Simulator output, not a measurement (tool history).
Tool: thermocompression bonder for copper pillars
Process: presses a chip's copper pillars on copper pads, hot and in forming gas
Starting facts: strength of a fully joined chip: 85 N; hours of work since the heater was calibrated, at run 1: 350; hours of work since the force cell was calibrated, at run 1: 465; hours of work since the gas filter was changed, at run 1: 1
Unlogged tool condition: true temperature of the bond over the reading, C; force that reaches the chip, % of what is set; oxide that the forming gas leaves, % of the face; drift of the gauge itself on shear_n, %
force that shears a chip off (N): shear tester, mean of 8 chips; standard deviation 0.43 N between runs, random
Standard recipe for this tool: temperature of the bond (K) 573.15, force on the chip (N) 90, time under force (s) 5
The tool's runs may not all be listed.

| run | hour | temperature of the bond (K) | force on the chip (N) | time under force (s) | hours of work since the heater was calibrated | hours of work since the force cell was calibrated | hours of work since the gas filter was changed | force that shears a chip off (N) |
|---|---|---|---|---|---|---|---|---|
| 1 | 0.0 | 573.15 | 90 | 5 | 350 | 465 | 1 | 55.7 |
| 2 | 15.4 | 573.15 | 90 | 5 | 358 | 474 | 9 | 55.1 |
| 3 | 25.0 | 574.15 | 90 | 5 | 364 | 479 | 15 | 55.4 |
| 4 | 38.0 | 574.15 | 90 | 5 | 371 | 487 | 22 | 55.6 |
| 5 | 54.4 | 573.15 | 65 | 5 | 380 | 496 | 31 | 41.0 |
| 6 | 73.0 | 573.15 | 90 | 6 | 390 | 506 | 42 | 57.7 |
| 7 | 85.1 | 573.15 | 90 | 6 | 397 | 513 | 48 | 56.6 |
| 8 | 99.9 | 573.15 | 90 | 6 | 405 | 521 | 57 | 57.9 |
| 9 | 115.9 | 573.15 | 90 | 6 | 414 | 530 | 65 | 57.3 |
| 10 | 125.4 | 584.15 | 90 | 5 | 420 | 535 | 71 | 57.9 |
| 11 | 141.8 | 584.15 | 90 | 5 | 429 | 544 | 80 | 57.5 |
| 12 | 150.4 | 551.15 | 90 | 3 | 433 | 549 | 85 | 40.0 |
| 13 | 164.7 | 573.15 | 90 | 7 | 441 | 557 | 93 | 59.7 |
| 14 | 179.3 | 573.15 | 90 | 7 | 450 | 565 | 101 | 59.0 |
| 15 | 196.1 | 573.15 | 90 | 7 | 459 | 575 | 110 | 59.1 |
| 16 | 209.8 | 573.15 | 90 | 7 | 467 | 582 | 118 | 59.5 |
| 17 | 220.7 | 554.15 | 125 | 7 | 473 | 588 | 124 | 66.9 |
| 18 | 232.8 | 573.15 | 121 | 7 | 479 | 595 | 131 | 69.1 |
| 19 | 243.4 | 561.15 | 68 | 9 | 485 | 601 | 137 | 47.7 |
| 20 | 254.7 | 573.15 | 70 | 5 | 492 | 607 | 143 | 43.5 |
| 21 | 269.9 | 573.15 | 61 | 5 | 500 | 616 | 151 | 38.7 |

Had the tool no unlogged condition, and each run kept its random variation, what would the results have been?
| run | force that shears a chip off (N) |
|---|---|
| 1 | 53.2 |
| 2 | 52.7 |
| 3 | 53.0 |
| 4 | 53.2 |
| 5 | 38.9 |
| 6 | 55.7 |
| 7 | 54.7 |
| 8 | 56.0 |
| 9 | 55.6 |
| 10 | 56.3 |
| 11 | 56.1 |
| 12 | 38.1 |
| 13 | 58.4 |
| 14 | 57.8 |
| 15 | 58.0 |
| 16 | 58.5 |
| 17 | 66.5 |
| 18 | 69.4 |
| 19 | 46.3 |
| 20 | 42.2 |
| 21 | 37.4 |
